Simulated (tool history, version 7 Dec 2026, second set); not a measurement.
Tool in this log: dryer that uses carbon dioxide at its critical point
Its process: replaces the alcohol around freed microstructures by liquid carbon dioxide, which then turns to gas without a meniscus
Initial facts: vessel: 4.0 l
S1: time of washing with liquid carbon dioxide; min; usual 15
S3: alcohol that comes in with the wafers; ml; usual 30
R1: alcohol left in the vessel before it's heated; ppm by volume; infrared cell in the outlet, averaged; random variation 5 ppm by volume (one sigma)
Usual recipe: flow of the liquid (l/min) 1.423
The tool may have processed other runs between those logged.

{"run": 1, "hour": 0.0, "S1": 15, "flow of the liquid (l/min)": 1.423, "S3": 30, "R1": 70}
{"run": 2, "hour": 6.5, "S1": 15, "flow of the liquid (l/min)": 1.78, "S3": 30, "R1": 30}
{"run": 3, "hour": 15.3, "S1": 15, "flow of the liquid (l/min)": 1.78, "S3": 30, "R1": 38}
{"run": 4, "hour": 26.3, "S1": 15, "flow of the liquid (l/min)": 1.61, "S3": 30, "R1": 43}
{"run": 5, "hour": 40.9, "S1": 15, "flow of the liquid (l/min)": 1.423, "S3": 30, "R1": 77}
{"run": 6, "hour": 52.4, "S1": 15, "flow of the liquid (l/min)": 1.423, "S3": 30, "R1": 76}
{"run": 7, "hour": 62.7, "S1": 15, "flow of the liquid (l/min)": 1.423, "S3": 30, "R1": 76}
{"run": 8, "hour": 70.9, "S1": 15, "flow of the liquid (l/min)": 1.423, "S3": 30, "R1": 84}
{"run": 9, "hour": 85.8, "S1": 15, "flow of the liquid (l/min)": 1.423, "S3": 30, "R1": 77}
{"run": 10, "hour": 94.8, "S1": 10, "flow of the liquid (l/min)": 1.423, "S3": 30, "R1": 313}
{"run": 11, "hour": 108.3, "S1": 10, "flow of the liquid (l/min)": 1.423, "S3": 30, "R1": 309}
{"run": 12, "hour": 119.0, "S1": 10, "flow of the liquid (l/min)": 1.423, "S3": 30, "R1": 311}
{"run": 13, "hour": 131.3, "S1": 10, "flow of the liquid (l/min)": 1.423, "S3": 30, "R1": 322}
{"run": 14, "hour": 138.6, "S1": 10, "flow of the liquid (l/min)": 1.423, "S3": 30, "R1": 317}
{"run": 15, "hour": 146.3, "S1": 10, "flow of the liquid (l/min)": 1.423, "S3": 30, "R1": 310}
{"run": 16, "hour": 160.5, "S1": 10, "flow of the liquid (l/min)": 1.423, "S3": 30, "R1": 314}
{"run": 17, "hour": 173.5, "S1": 19, "flow of the liquid (l/min)": 1.423, "S3": 30, "R1": 52}
{"run": 18, "hour": 187.0, "S1": 15, "flow of the liquid (l/min)": 1.58, "S3": 30, "R1": 64}
{"run": 19, "hour": 196.1, "S1": 15, "flow of the liquid (l/min)": 1.58, "S3": 30, "R1": 60}
{"run": 20, "hour": 211.1, "S1": 15, "flow of the liquid (l/min)": 1.38, "S3": 30, "R1": 95}
{"run": 21, "hour": 218.4, "S1": 15, "flow of the liquid (l/min)": 1.38, "S3": 30, "R1": 103}
{"run": 22, "hour": 228.3, "S1": 20, "flow of the liquid (l/min)": 1.38, "S3": 30, "R1": 43}
{"run": 23, "hour": 236.0, "S1": 17, "flow of the liquid (l/min)": 1.73, "S3": 30, "R1": 51}
{"run": 24, "hour": 251.8, "S1": 10, "flow of the liquid (l/min)": 1.84, "S3": 30, "R1": 146}
{"run": 25, "hour": 267.0, "S1": 12, "flow of the liquid (l/min)": 1.423, "S3": 69, "R1": 406}
{"run": 26, "hour": 273.9, "S1": 20, "flow of the liquid (l/min)": 1.36, "S3": 21, "R1": 40}
{"run": 27, "hour": 288.4, "S1": 15, "flow of the liquid (l/min)": 2.08, "S3": 61, "R1": 58}
{"run": 28, "hour": 302.2, "S1": 15, "flow of the liquid (l/min)": 2.28, "S3": 80, "R1": 37}
{"run": 29, "hour": 310.1, "S1": 15, "flow of the liquid (l/min)": 1.81, "S3": 30, "R1": 48}
{"run": 30, "hour": 321.5, "S1": 15, "flow of the liquid (l/min)": 1.81, "S3": 30, "R1": 51}
{"run": 31, "hour": 334.8, "S1": 16, "flow of the liquid (l/min)": 1.81, "S3": 27, "R1": 52}
{"run": 32, "hour": 349.1, "S1": 16, "flow of the liquid (l/min)": 1.81, "S3": 27, "R1": 46}
{"run": 33, "hour": 356.2, "S1": 15, "flow of the liquid (l/min)": 2.11, "S3": 55, "R1": 63}
{"run": 34, "hour": 364.8, "S1": 15, "flow of the liquid (l/min)": 0.98, "S3": 97, "R1": 969}
{"run": 35, "hour": 377.7, "S1": 15, "flow of the liquid (l/min)": 0.98, "S3": 97, "R1": 983}
{"run": 36, "hour": 393.3, "S1": 24, "flow of the liquid (l/min)": 1.04, "S3": 34, "R1": 66}
{"run": 37, "hour": 402.4, "S1": 18, "flow of the liquid (l/min)": 1.04, "S3": 31, "R1": 153}
{"run": 38, "hour": 414.2, "S1": 18, "flow of the liquid (l/min)": 1.62, "S3": 31, "R1": 56}
{"run": 39, "hour": 425.4, "S1": 10, "flow of the liquid (l/min)": 1.15, "S3": 31, "R1": 654}
{"run": 40, "hour": 431.9, "S1": 22, "flow of the liquid (l/min)": 1.92, "S3": 68, "R1": 43}
{"run": 41, "hour": 442.8, "S1": 22, "flow of the liquid (l/min)": 2.06, "S3": 22, "R1": 41}
{"run": 42, "hour": 449.4, "S1": 22, "flow of the liquid (l/min)": 2.06, "S3": 22, "R1": 35}
{"run": 43, "hour": 461.1, "S1": 22, "flow of the liquid (l/min)": 2.06, "S3": 22, "R1": 37}

Predict each of these 5 candidate next runs independently; none follows another, all start after run 43:
{"run": "A", "hour": 470.1, "S1": 21, "flow of the liquid (l/min)": 1.423, "S3": 30, "R1": "?"}
{"run": "B", "hour": 470.1, "S1": 14, "flow of the liquid (l/min)": 1.59, "S3": 51, "R1": "?"}
{"run": "C", "hour": 470.1, "S1": 12, "flow of the liquid (l/min)": 1.04, "S3": 22, "R1": "?"}
{"run": "D", "hour": 470.1, "S1": 11, "flow of the liquid (l/min)": 0.87, "S3": 78, "R1": "?"}
{"run": "E", "hour": 470.1, "S1": 13, "flow of the liquid (l/min)": 1.423, "S3": 38, "R1": "?"}

run=A R1=57
run=B R1=137
run=C R1=396
run=D R1=2366
run=E R1=213
Without the tool's hidden state the same runs would have given:
run=A R1=11
run=B R1=50
run=C R1=245
run=D R1=1745
run=E R1=104

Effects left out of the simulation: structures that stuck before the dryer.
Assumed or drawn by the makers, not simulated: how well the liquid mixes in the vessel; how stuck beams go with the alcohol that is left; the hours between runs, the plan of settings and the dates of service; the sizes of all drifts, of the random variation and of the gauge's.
